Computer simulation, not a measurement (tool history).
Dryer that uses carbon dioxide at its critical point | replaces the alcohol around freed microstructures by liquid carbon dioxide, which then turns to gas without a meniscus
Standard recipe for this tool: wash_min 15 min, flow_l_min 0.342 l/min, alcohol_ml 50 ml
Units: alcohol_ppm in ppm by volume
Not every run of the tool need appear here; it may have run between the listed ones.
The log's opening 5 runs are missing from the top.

run	hour	wash_min	flow_l_min	alcohol_ml	alcohol_ppm
6	123.3	15	0.342	50	959
7	145.3	15	0.342	50	964
8	168.2	15	0.342	50	962
9	187.6	15	0.342	79	1490
10	221.9	15	0.342	50	976
11	240.9	15	0.342	50	979
12	261.6	15	0.342	30	603
# hour 275.5: inlet filter changed
13	282.7	15	0.342	108	1698
14	315.6	15	0.342	108	1697
15	337.7	15	0.342	108	1753
16	367.9	16	0.250	50	2072
17	393.5	16	0.250	50	2129
18	416.3	16	0.250	50	2141
19	434.5	16	0.250	50	2135
# hour 454.1: purifier's bed changed
20	469.8	11	0.250	37	4241
21	501.1	15	0.220	107	8116
22	533.5	16	0.321	38	626
23	565.6	23	0.213	50	1066
24	584.9	10	0.322	32	2472

Run 25 has not been measured yet. What should we expect?
25	620.2	9	0.464	23	?

alcohol_ppm: 810 ppm by volume
Were there no unlogged condition in the tool, this run, its random variation unchanged, would have produced alcohol_ppm 723 ppm by volume.

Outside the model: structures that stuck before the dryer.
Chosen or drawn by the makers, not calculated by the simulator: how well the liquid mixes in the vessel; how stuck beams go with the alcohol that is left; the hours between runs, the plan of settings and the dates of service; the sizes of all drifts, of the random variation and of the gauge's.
